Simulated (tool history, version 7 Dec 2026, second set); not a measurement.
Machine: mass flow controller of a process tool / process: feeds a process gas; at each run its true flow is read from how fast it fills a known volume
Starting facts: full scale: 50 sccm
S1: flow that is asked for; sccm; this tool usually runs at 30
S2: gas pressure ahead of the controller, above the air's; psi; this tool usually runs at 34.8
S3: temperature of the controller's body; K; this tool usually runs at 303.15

Run 1, day 0.000: usual settings. Result: true flow (%) 99.23.
Run 2, day 8.538: usual settings. Result: true flow (%) 99.26.
Run 3, day 18.138: usual settings. Result: true flow (%) 99.22.
Run 4, day 26.379: usual settings. Result: true flow (%) 99.27.
Run 5, day 39.175: usual settings. Result: true flow (%) 99.16.
Run 6, day 46.808: usual settings. Result: true flow (%) 99.31.
Run 7, day 60.000: usual settings. Result: true flow (%) 99.25.
Run 8, day 75.975: usual settings but S1 16 sccm. Result: true flow (%) 98.46.
Run 9, day 87.771: usual settings but S1 16 sccm. Result: true flow (%) 98.50.
Run 10, day 94.371: usual settings but S2 40.6 psi. Result: true flow (%) 99.31.
Run 11, day 103.379: usual settings but S2 40.6 psi. Result: true flow (%) 99.31.
Run 12, day 115.950: usual settings but S2 29.2 psi. Result: true flow (%) 99.16.

Predict the results of run 13:
Run 13, day 130.942: usual settings but S1 26 sccm, S2 38.0 psi. Result: true flow (%) ?.

{"run 13": {"true flow (%)": 99.06}}
The same run, on a tool lacking any hidden state, would have yielded true flow (%) 99.07.

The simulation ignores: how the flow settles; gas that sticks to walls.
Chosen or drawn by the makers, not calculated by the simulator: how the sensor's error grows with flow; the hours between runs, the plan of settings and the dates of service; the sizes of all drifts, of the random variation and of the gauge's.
